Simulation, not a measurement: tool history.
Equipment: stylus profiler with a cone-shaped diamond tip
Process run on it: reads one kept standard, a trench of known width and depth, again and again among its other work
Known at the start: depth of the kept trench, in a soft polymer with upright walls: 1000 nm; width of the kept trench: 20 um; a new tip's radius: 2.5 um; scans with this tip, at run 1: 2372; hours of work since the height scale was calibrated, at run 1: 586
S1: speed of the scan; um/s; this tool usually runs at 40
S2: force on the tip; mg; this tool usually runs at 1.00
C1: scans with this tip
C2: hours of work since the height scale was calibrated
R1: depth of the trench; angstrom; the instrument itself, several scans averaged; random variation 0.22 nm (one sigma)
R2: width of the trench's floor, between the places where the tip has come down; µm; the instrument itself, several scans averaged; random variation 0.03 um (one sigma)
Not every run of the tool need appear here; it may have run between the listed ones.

run 1 hour=0.0 | S1=40 S2=1.00 | C1=2372 C2=586 | R1=10043.5 R2=15.76
run 2 hour=72.9 | S1=40 S2=1.00 | C1=2518 C2=622 | R1=10044.4 R2=15.75
run 3 hour=120.9 | S1=40 S2=2.46 | C1=2613 C2=646 | R1=10078.3 R2=15.85
run 4 hour=170.7 | S1=40 S2=1.00 | C1=2713 C2=670 | R1=10041.0 R2=15.72
run 5 hour=238.5 | S1=40 S2=1.00 | C1=2849 C2=704 | R1=10043.0 R2=15.74
run 6 hour=272.2 | S1=40 S2=1.00 | C1=2916 C2=721 | R1=10043.6 R2=15.73
run 7 hour=318.7 | S1=40 S2=1.00 | C1=3009 C2=744 | R1=10046.2 R2=15.73
run 8 hour=382.4 | S1=40 S2=1.00 | C1=3136 C2=775 | R1=10044.3 R2=15.74
run 9 hour=418.9 | S1=40 S2=1.00 | C1=3209 C2=793 | R1=10046.4 R2=15.76
run 10 hour=458.2 | S1=40 S2=1.00 | C1=3287 C2=812 | R1=10044.3 R2=15.72
run 11 hour=507.2 | S1=40 S2=1.00 | C1=3385 C2=837 | R1=10042.8 R2=15.80
run 12 hour=558.0 | S1=40 S2=1.00 | C1=3487 C2=862 | R1=10041.0 R2=15.74
run 13 hour=608.2 | S1=40 S2=1.00 | C1=3587 C2=886 | R1=10045.8 R2=15.79
run 14 hour=653.5 | S1=11 S2=1.60 | C1=3678 C2=909 | R1=10057.0 R2=15.91
run 15 hour=710.9 | S1=11 S2=1.60 | C1=3792 C2=937 | R1=10061.3 R2=15.92
run 16 hour=784.4 | S1=41 S2=0.69 | C1=3939 C2=973 | R1=10030.7 R2=15.70
run 17 hour=847.8 | S1=41 S2=2.75 | C1=4066 C2=1005 | R1=10082.7 R2=15.87
run 18 hour=880.3 | S1=156 S2=2.75 | C1=4131 C2=1021 | R1=10085.4 R2=15.38
run 19 hour=917.7 | S1=60 S2=0.49 | C1=4206 C2=1039 | R1=10024.2 R2=15.44
run 20 hour=983.3 | S1=60 S2=0.49 | C1=4337 C2=1072 | R1=10024.7 R2=15.48

Run 21 has not been measured yet. What should we expect?
run 21 hour=1049.3 | S1=60 S2=0.49 | C1=4469 C2=1104 | R1=? R2=?

{"run 21": {"R1": 10030.7, "R2": 15.46}}
Minus the tool's unlogged condition, the same run would have read R1 10030.6 angstrom, R2 15.46 µm.
